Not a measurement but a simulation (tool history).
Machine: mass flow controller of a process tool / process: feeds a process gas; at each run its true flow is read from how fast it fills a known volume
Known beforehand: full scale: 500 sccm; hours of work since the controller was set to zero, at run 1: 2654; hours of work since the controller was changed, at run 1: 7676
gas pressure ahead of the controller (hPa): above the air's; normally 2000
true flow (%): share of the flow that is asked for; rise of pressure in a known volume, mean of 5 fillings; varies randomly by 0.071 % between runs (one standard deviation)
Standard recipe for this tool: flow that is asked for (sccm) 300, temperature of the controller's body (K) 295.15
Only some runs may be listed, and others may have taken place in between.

| run | hour | flow that is asked for (sccm) | gas pressure ahead of the controller (hPa) | temperature of the controller's body (K) | hours of work since the controller was set to zero | hours of work since the controller was changed | true flow (%) |
|---|---|---|---|---|---|---|---|
| 1 | 0.0 | 300 | 2000 | 295.15 | 2654 | 7676 | 99.56 |
| 2 | 481.9 | 300 | 2000 | 295.15 | 3029 | 8051 | 99.48 |
| 3 | 766.1 | 300 | 2000 | 295.15 | 3250 | 8272 | 99.39 |
| 4 | 1128.6 | 300 | 2000 | 295.15 | 3532 | 8554 | 99.35 |
| 5 | 1416.1 | 300 | 2340 | 295.15 | 3755 | 8777 | 99.03 |
| 6 | 1657.1 | 300 | 2420 | 295.15 | 3943 | 8965 | 98.87 |
| 7 | 2127.9 | 300 | 2420 | 296.15 | 4309 | 9331 | 98.76 |
| 8 | 2514.4 | 300 | 2000 | 295.15 | 4610 | 9632 | 98.95 |
|  | 2807.4 | controller's zero set anew |
| 9 | 2923.1 | 300 | 2000 | 295.15 | 90 | 9949 | 100.56 |
| 10 | 3279.7 | 300 | 2000 | 295.15 | 367 | 10226 | 100.40 |
| 11 | 3582.1 | 300 | 2000 | 295.15 | 602 | 10462 | 100.39 |
| 12 | 4030.3 | 300 | 2000 | 295.15 | 951 | 10810 | 100.42 |
| 13 | 4454.6 | 300 | 2000 | 295.15 | 1281 | 11140 | 100.26 |
| 14 | 4854.7 | 300 | 2000 | 295.15 | 1592 | 11451 | 100.15 |
| 15 | 5163.2 | 300 | 2000 | 295.15 | 1832 | 11691 | 100.02 |
| 16 | 5578.0 | 300 | 2000 | 295.15 | 2155 | 12014 | 100.03 |
| 17 | 6103.7 | 153 | 2000 | 295.15 | 2564 | 12423 | 98.62 |
| 18 | 6397.5 | 153 | 2000 | 295.15 | 2792 | 12651 | 98.20 |
|  | 6641.0 | controller exchanged for a calibrated one |
| 19 | 6726.1 | 153 | 2000 | 295.15 | 66 | 66 | 99.16 |
| 20 | 7044.6 | 150 | 1850 | 294.15 | 314 | 314 | 99.05 |
| 21 | 7534.6 | 150 | 1840 | 294.15 | 695 | 695 | 98.98 |
| 22 | 7756.1 | 179 | 2140 | 307.15 | 867 | 867 | 97.57 |
| 23 | 7975.0 | 53 | 2000 | 297.15 | 1038 | 1038 | 96.35 |
| 24 | 8216.1 | 145 | 2180 | 301.15 | 1225 | 1225 | 97.57 |
| 25 | 8619.0 | 62 | 2430 | 294.15 | 1538 | 1538 | 95.98 |
| 26 | 9034.4 | 109 | 2580 | 303.15 | 1861 | 1861 | 95.99 |
| 27 | 9559.3 | 112 | 2670 | 312.15 | 2270 | 2270 | 95.01 |
| 28 | 10063.8 | 112 | 2450 | 312.15 | 2662 | 2662 | 94.71 |
| 29 | 10320.0 | 300 | 2000 | 297.15 | 2861 | 2861 | 98.72 |
| 30 | 10593.0 | 300 | 2000 | 297.15 | 3074 | 3074 | 98.51 |
| 31 | 11060.1 | 227 | 1990 | 304.15 | 3437 | 3437 | 97.24 |
| 32 | 11354.6 | 227 | 1990 | 304.15 | 3666 | 3666 | 97.16 |
| 33 | 11682.1 | 73 | 2000 | 296.15 | 3921 | 3921 | 93.15 |
| 34 | 12167.7 | 98 | 2400 | 305.15 | 4298 | 4298 | 93.29 |
| 35 | 12475.9 | 428 | 1860 | 295.15 | 4538 | 4538 | 99.44 |
| 36 | 12757.8 | 428 | 1860 | 295.15 | 4757 | 4757 | 99.43 |
|  | 12873.0 | controller's zero set anew |
| 37 | 13175.6 | 428 | 1860 | 295.15 | 235 | 5082 | 100.44 |
| 38 | 13638.1 | 300 | 1840 | 307.15 | 595 | 5442 | 98.92 |

The same runs without the tool's hidden state, with the same run-to-run variation:
What the log doesn't record here: flow at rest that the sensor doesn't see, % of full scale; true flow over the shown one, %; drift of the gauge itself on true_pct, %.
| run | true flow (%) |
|---|---|
| 1 | 99.60 |
| 2 | 99.61 |
| 3 | 99.57 |
| 4 | 99.60 |
| 5 | 99.34 |
| 6 | 99.23 |
| 7 | 99.21 |
| 8 | 99.50 |
| 9 | 99.66 |
| 10 | 99.57 |
| 11 | 99.62 |
| 12 | 99.75 |
| 13 | 99.68 |
| 14 | 99.65 |
| 15 | 99.59 |
| 16 | 99.69 |
| 17 | 99.30 |
| 18 | 99.02 |
| 19 | 99.20 |
| 20 | 99.24 |
| 21 | 99.41 |
| 22 | 98.00 |
| 23 | 98.49 |
| 24 | 98.37 |
| 25 | 98.66 |
| 26 | 97.70 |
| 27 | 97.02 |
| 28 | 97.08 |
| 29 | 99.47 |
| 30 | 99.32 |
| 31 | 98.55 |
| 32 | 98.56 |
| 33 | 98.71 |
| 34 | 97.72 |
| 35 | 100.15 |
| 36 | 100.18 |
| 37 | 100.03 |
| 38 | 98.66 |

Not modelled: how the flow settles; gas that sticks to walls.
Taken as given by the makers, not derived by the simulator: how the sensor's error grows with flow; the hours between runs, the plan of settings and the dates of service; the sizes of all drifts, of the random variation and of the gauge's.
